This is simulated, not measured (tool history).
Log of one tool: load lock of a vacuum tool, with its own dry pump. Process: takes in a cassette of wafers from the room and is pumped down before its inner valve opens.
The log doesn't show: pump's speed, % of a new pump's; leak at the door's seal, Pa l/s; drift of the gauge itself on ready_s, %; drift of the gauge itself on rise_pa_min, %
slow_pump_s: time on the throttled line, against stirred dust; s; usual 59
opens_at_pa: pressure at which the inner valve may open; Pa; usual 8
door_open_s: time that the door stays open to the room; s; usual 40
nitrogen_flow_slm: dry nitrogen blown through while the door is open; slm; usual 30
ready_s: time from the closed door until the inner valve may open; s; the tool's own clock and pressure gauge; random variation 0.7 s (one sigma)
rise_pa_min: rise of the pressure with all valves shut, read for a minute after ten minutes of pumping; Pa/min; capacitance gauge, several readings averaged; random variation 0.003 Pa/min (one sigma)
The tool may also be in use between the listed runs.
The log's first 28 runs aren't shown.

| run | day | slow_pump_s | opens_at_pa | door_open_s | nitrogen_flow_slm | hours that the pump has run since its overhaul | times that the door has closed on its seal | incoming humidity of the room's air, % | ready_s | rise_pa_min |
|---|---|---|---|---|---|---|---|---|---|---|
| 29 | 262.925 | 39 | 11 | 34 | 30 | 337 | 12726 | 43.3 | 87.9 | 0.311 |
| 30 | 274.812 | 75 | 10 | 160 | 6 | 622 | 13041 | 45.1 | 118.1 | 0.363 |
| 31 | 285.838 | 41 | 8 | 40 | 8 | 887 | 13334 | 44.9 | 91.1 | 0.359 |
| 32 | 297.521 | 45 | 8 | 31 | 30 | 1167 | 13644 | 41.4 | 96.3 | 0.341 |
| 33 | 309.254 | 33 | 13 | 34 | 15 | 1449 | 13955 | 44.8 | 81.8 | 0.365 |
| 34 | 315.229 | 33 | 13 | 34 | 15 | 1593 | 14114 | 39 | 82.7 | 0.363 |
| 35 | 324.708 | 33 | 13 | 34 | 15 | 1820 | 14366 | 43.3 | 82.2 | 0.384 |
| 36 | 331.654 | 33 | 13 | 34 | 15 | 1987 | 14550 | 46.2 | 83.4 | 0.406 |

Forecast each of these 4 alternatives for the next run:
| A | 344.442 | 40 | 15 | 40 | 30 | 2294 | 14890 | 48.2 | ? | ? |
| B | 344.442 | 34 | 13 | 34 | 4 | 2294 | 14890 | 44.1 | ? | ? |
| C | 344.442 | 97 | 8 | 40 | 30 | 2294 | 14890 | 44.1 | ? | ? |
| D | 344.442 | 35 | 13 | 209 | 15 | 2294 | 14890 | 45.5 | ? | ? |

| run | ready_s | rise_pa_min |
|---|---|---|
| A | 86.8 | 0.406 |
| B | 83.8 | 0.418 |
| C | 137.3 | 0.399 |
| D | 85.2 | 0.438 |
Without the tool's hidden state the same runs would have given:
| run | ready_s | rise_pa_min |
|---|---|---|
| A | 85.1 | 0.031 |
| B | 81.9 | 0.047 |
| C | 135.8 | 0.026 |
| D | 83.2 | 0.064 |
